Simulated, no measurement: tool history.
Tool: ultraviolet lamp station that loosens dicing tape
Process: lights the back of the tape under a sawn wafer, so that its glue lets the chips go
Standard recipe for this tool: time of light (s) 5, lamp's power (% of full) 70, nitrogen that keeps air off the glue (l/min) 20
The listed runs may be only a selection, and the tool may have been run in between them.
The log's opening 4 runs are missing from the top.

| run | day | time of light (s) | lamp's power (% of full) | nitrogen that keeps air off the glue (l/min) | hours of work of the lamp | hours of work since the window was cleaned | force that peels the tape off (N) | light that reached the tape (mJ/cm²) |
|---|---|---|---|---|---|---|---|---|
| 5 | 1.383 | 5 | 87 | 20 | 178 | 63 | 0.719 | 633 |
| 6 | 1.775 | 5 | 87 | 20 | 184 | 69 | 0.732 | 630 |
| 7 | 2.004 | 5 | 87 | 20 | 187 | 73 | 0.694 | 640 |
| 8 | 2.321 | 3 | 87 | 20 | 192 | 78 | 1.47 | 383 |
| 9 | 2.675 | 3 | 87 | 20 | 198 | 83 | 1.479 | 381 |
| 10 | 2.867 | 3 | 87 | 19 | 200 | 86 | 1.51 | 386 |
| 11 | 3.288 | 6 | 70 | 20 | 207 | 92 | 0.761 | 606 |
| 12 | 3.538 | 6 | 70 | 20 | 211 | 96 | 0.77 | 620 |
| 13 | 3.867 | 5 | 70 | 25 | 216 | 101 | 0.851 | 513 |
| 14 | 4.342 | 5 | 70 | 25 | 223 | 109 | 0.9 | 512 |
| 15 | 4.683 | 8 | 70 | 25 | 228 | 114 | 0.438 | 816 |
| 16 | 4.921 | 5 | 70 | 20 | 232 | 117 | 0.965 | 513 |
| 17 | 5.238 | 5 | 70 | 20 | 237 | 122 | 0.983 | 513 |
| 18 | 5.521 | 5 | 70 | 20 | 241 | 127 | 1.002 | 514 |
| 19 | 5.754 | 8 | 70 | 20 | 245 | 130 | 0.47 | 822 |
| 20 | 5.975 | 5 | 70 | 25 | 248 | 134 | 0.859 | 512 |
| 21 | 6.238 | 5 | 70 | 25 | 252 | 138 | 0.875 | 509 |
| 22 | 6.617 | 6 | 70 | 25 | 258 | 143 | 0.655 | 614 |

Run 23 comes next. What will it give?
| 23 | 6.954 | 6 | 97 | 6 | 263 | 149 | ? | ? |

force that peels the tape off (N): 1.009
light that reached the tape (mJ/cm²): 853
Take away the tool's hidden state, keep the run-to-run variation as it was, and the same run would have given force that peels the tape off (N) 1.008, light that reached the tape (mJ/cm²) 853.

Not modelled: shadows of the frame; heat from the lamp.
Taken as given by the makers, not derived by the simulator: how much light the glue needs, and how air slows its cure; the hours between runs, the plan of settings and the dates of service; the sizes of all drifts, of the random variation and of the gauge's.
